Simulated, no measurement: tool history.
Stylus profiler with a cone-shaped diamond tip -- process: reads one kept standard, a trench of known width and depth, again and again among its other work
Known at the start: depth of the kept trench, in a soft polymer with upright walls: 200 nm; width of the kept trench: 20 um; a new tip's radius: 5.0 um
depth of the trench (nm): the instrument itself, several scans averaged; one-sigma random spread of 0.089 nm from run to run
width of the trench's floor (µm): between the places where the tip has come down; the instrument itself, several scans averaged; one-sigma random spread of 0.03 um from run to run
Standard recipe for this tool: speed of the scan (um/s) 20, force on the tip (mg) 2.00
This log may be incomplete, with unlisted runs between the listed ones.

run    hour  speed of the scan (um/s)  force on the tip (mg)  depth of the trench (nm)  width of the trench's floor (µm)
  1     0.0                        20                   2.00                    202.18                             16.33
  2    44.7                        20                   2.00                    202.18                             16.31
  3    94.5                        20                   2.00                    202.21                             16.25
  4   172.4                        20                   0.86                    201.31                             16.11
  5   243.4                        20                   0.86                    201.32                             16.16
  6   310.9                        20                   1.65                    201.99                             16.18
  7   370.7                        20                   1.17                    201.91                             16.12
  8   452.8                        22                   1.17                    201.27                             16.95
  9   497.2                        22                   0.86                    201.24                             16.88
 10   552.0                        22                   0.86                    201.14                             16.83
 11   626.0                        42                   2.00                    201.91                             16.71
 12   670.4                        42                   2.00                    201.99                             16.66
 13   712.3                         5                   2.00                    201.98                             16.87
 14   775.6                        20                   0.91                    201.37                             16.71
 15   843.5                         5                   0.91                    201.24                             16.82
 16   918.2                        20                   2.00                    201.86                             16.70
 17   952.5                        20                   2.00                    202.26                             16.67
 18  1021.4                        80                   2.00                    202.14                             16.23
 19  1091.4                        80                   2.00                    202.21                             16.15
 20  1124.4                        80                   2.00                    202.02                             16.07
 21  1200.2                         6                   2.00                    202.03                             16.54
 22  1268.1                         6                   2.00                    202.05                             16.53
 23  1305.8                         5                   2.00                    202.12                             16.50
 24  1358.7                        11                   1.63                    202.09                             16.45
 25  1418.0                        11                   2.41                    202.30                             16.42
 26  1463.0                         6                   3.56                    203.18                             16.44
 27  1538.8                         6                   3.56                    203.17                             16.42
 28  1604.6                         6                   3.56                    203.05                             16.30
 29  1653.5                         6                   3.56                    202.97                             16.30
 30  1716.7                         6                   3.56                    203.16                             16.28
 31  1756.5                         9                   1.80                    202.28                             16.22
 32  1806.1                        57                   2.27                    202.18                             16.81
 33  1870.1                        17                   1.59                    201.72                             16.99
 34  1944.5                        17                   1.59                    201.70                             16.91
 35  2006.2                         7                   5.04                    203.61                             16.97
 36  2079.7                        15                   0.72                    201.15                             16.79
 37  2138.9                        15                   0.72                    200.94                             16.81
 38  2190.5                        12                   5.42                    204.11                             16.82
 39  2265.5                        12                   5.42                    204.02                             16.82
 40  2329.4                        17                   4.30                    203.41                             16.70
 41  2402.5                        17                   4.30                    203.32                             16.66
 42  2471.1                        17                   0.73                    201.18                             16.50
 43  2538.9                        18                   1.22                    201.70                             16.45
 44  2583.4                        10                   4.64                    203.62                             16.61
 45  2660.4                        10                   4.64                    203.77                             16.54

Not shown here: 4 entries made in the log between runs. Locate each between two listed runs and compare the hidden state at the listed run before it with the hidden state at the listed run after it:
In the gap between runs 7 and 8: new tip fitted, height scale calibrated (hour 409.0)
  radius of the tip, um: 8.85 -> 5.23; height scale over the true one, %: 0.174 -> -0.01
  measured value less the no-hidden-state value, depth of the trench (nm): +0.35 -> -0.02; width of the trench's floor (µm): -0.94 -> -0.06
In the gap between runs 16 and 17: height scale calibrated on a step standard (hour 922.5)
  radius of the tip, um: 6.47 -> 6.56; height scale over the true one, %: 0.056 -> 0.084
  measured value less the no-hidden-state value, depth of the trench (nm): +0.11 -> +0.17; width of the trench's floor (µm): -0.39 -> -0.41
In the gap between runs 20 and 21: height scale calibrated on a step standard, once more (hour 1185.1)
  radius of the tip, um: 7 -> 7.2; height scale over the true one, %: 0.108 -> 0.048
  measured value less the no-hidden-state value, depth of the trench (nm): +0.22 -> +0.10; width of the trench's floor (µm): -0.52 -> -0.57
In the gap between runs 31 and 32: new tip fitted, height scale calibrated (hour 1803.9)
  radius of the tip, um: 8.68 -> 5.14; height scale over the true one, %: 0.125 -> -0.004
  measured value less the no-hidden-state value, depth of the trench (nm): +0.26 -> -0.01; width of the trench's floor (µm): -0.90 -> -0.04

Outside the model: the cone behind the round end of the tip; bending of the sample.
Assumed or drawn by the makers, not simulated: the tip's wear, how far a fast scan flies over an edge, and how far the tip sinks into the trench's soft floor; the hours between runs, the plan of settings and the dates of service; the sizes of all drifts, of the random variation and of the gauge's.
